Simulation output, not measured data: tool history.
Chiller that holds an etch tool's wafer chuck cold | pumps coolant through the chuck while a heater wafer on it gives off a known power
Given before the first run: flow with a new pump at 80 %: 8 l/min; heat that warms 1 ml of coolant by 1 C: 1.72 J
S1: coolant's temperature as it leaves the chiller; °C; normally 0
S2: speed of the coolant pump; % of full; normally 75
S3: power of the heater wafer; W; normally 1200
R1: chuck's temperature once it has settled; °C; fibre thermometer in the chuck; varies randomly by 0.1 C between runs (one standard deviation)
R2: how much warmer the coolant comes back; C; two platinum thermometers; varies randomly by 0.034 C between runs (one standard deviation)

Run 1, hour 0.0: usual settings. Result: R1 9.0 °C, R2 5.54 C.
Run 2, hour 48.1: usual settings. Result: R1 9.0 °C, R2 5.56 C.
Run 3, hour 99.0: usual settings. Result: R1 8.9 °C, R2 5.57 C.
Run 4, hour 178.5: usual settings. Result: R1 9.1 °C, R2 5.69 C.
Run 5, hour 231.8: usual settings. Result: R1 9.0 °C, R2 5.69 C.
Run 6, hour 342.5: usual settings. Result: R1 9.1 °C, R2 5.77 C.
Run 7, hour 431.7: usual settings but S3 1657 W. Result: R1 12.5 °C, R2 7.81 C.
Run 8, hour 487.7: usual settings but S2 86 % of full. Result: R1 8.0 °C, R2 5.01 C.
At hour 508.3: chiller's thermometer calibrated.
Run 9, hour 558.1: usual settings but S2 86 % of full. Result: R1 8.3 °C, R2 5.05 C.
Run 10, hour 662.3: usual settings. Result: R1 8.9 °C, R2 5.79 C.
Run 11, hour 764.7: usual settings. Result: R1 8.9 °C, R2 5.80 C.
Run 12, hour 849.6: usual settings. Result: R1 9.1 °C, R2 5.89 C.
Run 13, hour 904.0: usual settings but S2 87 % of full. Result: R1 8.1 °C, R2 5.10 C.
Run 14, hour 989.7: usual settings but S2 87 % of full, S3 1528 W. Result: R1 10.5 °C, R2 6.42 C.
Run 15, hour 1067.6: usual settings but S3 1135 W. Result: R1 8.5 °C, R2 5.63 C.
Run 16, hour 1126.4: usual settings but S3 1135 W. Result: R1 8.6 °C, R2 5.70 C.
Run 17, hour 1222.4: usual settings but S3 1135 W. Result: R1 8.3 °C, R2 5.68 C.
At hour 1256.8: gauge calibrated.
Run 18, hour 1289.8: usual settings but S3 1135 W. Result: R1 8.6 °C, R2 5.30 C.
Run 19, hour 1337.4: usual settings but S1 7 °C, S2 82 % of full, S3 1134 W. Result: R1 14.9 °C, R2 4.88 C.
Run 20, hour 1418.0: usual settings but S1 2 °C, S2 87 % of full, S3 1179 W. Result: R1 9.9 °C, R2 4.73 C.
Run 21, hour 1525.5: usual settings but S1 3 °C, S2 93 % of full, S3 915 W. Result: R1 8.9 °C, R2 3.48 C.
Run 22, hour 1623.3: usual settings but S1 3 °C, S2 93 % of full, S3 915 W. Result: R1 8.8 °C, R2 3.52 C.
Run 23, hour 1720.4: usual settings but S1 -5 °C, S2 78 % of full, S3 1452 W. Result: R1 5.7 °C, R2 6.67 C.

Here are 3 independent what-if runs from the current tool condition. What would each one return?
Run A, hour 1781.4: usual settings but S1 -3 °C, S2 67 % of full, S3 1125 W. Result: R1 ?, R2 ?.
Run B, hour 1781.4: usual settings but S1 -1 °C, S2 64 % of full, S3 1223 W. Result: R1 ?, R2 ?.
Run C, hour 1781.4: usual settings but S1 -4 °C. Result: R1 ?, R2 ?.

run   R1    R2
  A  6.2  6.07
  B  9.2  6.89
  C  5.0  5.74
Take away the tool's hidden state, keep each run's random variation, and the runs would have read:
run   R1    R2
  A  6.2  5.90
  B  9.2  6.72
  C  5.0  5.57

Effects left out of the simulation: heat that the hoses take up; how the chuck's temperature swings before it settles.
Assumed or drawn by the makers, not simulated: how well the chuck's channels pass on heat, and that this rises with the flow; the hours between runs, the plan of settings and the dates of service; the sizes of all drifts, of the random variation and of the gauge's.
